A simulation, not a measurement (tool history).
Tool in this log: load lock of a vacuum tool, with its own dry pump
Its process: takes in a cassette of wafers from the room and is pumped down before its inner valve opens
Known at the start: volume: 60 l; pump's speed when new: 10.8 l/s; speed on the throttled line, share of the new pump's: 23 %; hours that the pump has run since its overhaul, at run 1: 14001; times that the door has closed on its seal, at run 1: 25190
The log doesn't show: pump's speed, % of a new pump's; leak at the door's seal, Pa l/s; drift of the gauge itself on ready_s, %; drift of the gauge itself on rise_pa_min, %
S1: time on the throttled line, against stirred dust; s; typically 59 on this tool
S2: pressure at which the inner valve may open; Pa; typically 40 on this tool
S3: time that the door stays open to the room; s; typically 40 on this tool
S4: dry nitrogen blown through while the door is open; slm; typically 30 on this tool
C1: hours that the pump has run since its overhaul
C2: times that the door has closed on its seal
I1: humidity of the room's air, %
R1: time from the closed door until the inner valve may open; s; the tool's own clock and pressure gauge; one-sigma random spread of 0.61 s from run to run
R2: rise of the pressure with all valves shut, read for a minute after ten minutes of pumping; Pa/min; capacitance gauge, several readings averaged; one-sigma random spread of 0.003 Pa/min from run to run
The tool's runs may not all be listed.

run,day,S1,S2,S3,S4,C1,C2,I1,R1,R2
1,0.000,59,40,40,30,14001,25190,44.4,96.5,0.413
2,13.958,59,40,40,27,14336,25574,42.7,94.8,0.424
3,29.346,59,40,40,27,14705,25998,44.5,95.8,0.434
4,47.967,59,40,40,27,15152,26511,44.5,95.9,0.441
5,68.646,59,40,40,27,15648,27081,44.2,95.0,0.451
6,88.933,59,40,56,27,16135,27640,47.0,96.9,0.474
7,104.167,59,40,56,27,16501,28060,43.0,96.5,0.494
8,114.508,59,79,56,27,16749,28345,41.2,92.3,0.493
9,131.825,59,79,56,27,17165,28822,41.2,91.7,0.511
10,153.692,59,79,56,27,17689,29424,41.9,92.8,0.536
11,171.717,59,79,56,27,18122,29921,45.3,91.8,0.544
12,186.683,59,79,56,27,18481,30333,47.7,92.5,0.547
13,196.746,59,79,56,27,18723,30610,46.3,93.8,0.565
14,217.892,59,79,56,27,19230,31193,42.0,93.4,0.574
15,231.612,59,79,56,27,19559,31571,47.9,93.2,0.587
16,254.208,59,79,56,27,20102,32194,45.7,94.3,0.596
17,276.238,59,79,56,27,20630,32801,42.6,92.6,0.621
18,295.112,59,76,40,11,21083,33321,46.6,93.9,0.633
19,305.142,59,76,40,11,21324,33597,44.8,94.1,0.643
20,318.792,59,76,213,11,21652,33973,47.0,95.2,0.713
# day 336.288: dry pump taken out, an overhauled one fitted
21,342.058,59,41,40,24,138,34607,46.1,89.3,0.678
# day 357.958: door's seal changed, seat wiped
22,364.271,96,41,146,7,670,173,44.2,117.6,0.081
23,379.721,104,40,30,5,1041,599,46.5,122.8,0.043
24,400.917,104,34,30,5,1550,1183,45.9,123.8,0.040
25,420.800,104,34,30,5,2027,1731,43.4,125.4,0.050
26,442.600,104,34,30,5,2550,2332,41.4,124.9,0.051
27,460.562,46,49,40,30,2981,2827,45.1,79.5,0.048
28,479.862,46,49,40,30,3444,3358,42.9,78.5,0.045
29,496.079,105,31,157,14,3834,3805,41.7,127.4,0.096
30,517.479,105,31,157,14,4347,4395,45.8,125.9,0.102
31,530.300,105,31,157,14,4655,4748,42.6,126.2,0.106
32,551.308,59,44,40,30,5159,5327,44.2,89.9,0.064

Each run again, without the hidden state but with its own random variation kept:
run,R1,R2
1,90.3,0.026
2,88.5,0.030
3,89.4,0.028
4,89.2,0.021
5,88.2,0.023
6,89.7,0.031
7,89.2,0.032
8,85.6,0.034
9,84.8,0.030
10,85.7,0.034
11,84.5,0.034
12,85.0,0.036
13,86.1,0.039
14,85.5,0.029
15,85.2,0.035
16,86.0,0.031
17,84.1,0.030
18,85.1,0.039
19,85.1,0.037
20,85.9,0.096
21,89.5,0.033
22,117.7,0.079
23,122.7,0.039
24,123.6,0.033
25,125.0,0.038
26,124.4,0.035
27,78.6,0.028
28,77.4,0.021
29,126.6,0.068
30,124.9,0.070
31,125.1,0.071
32,88.3,0.024
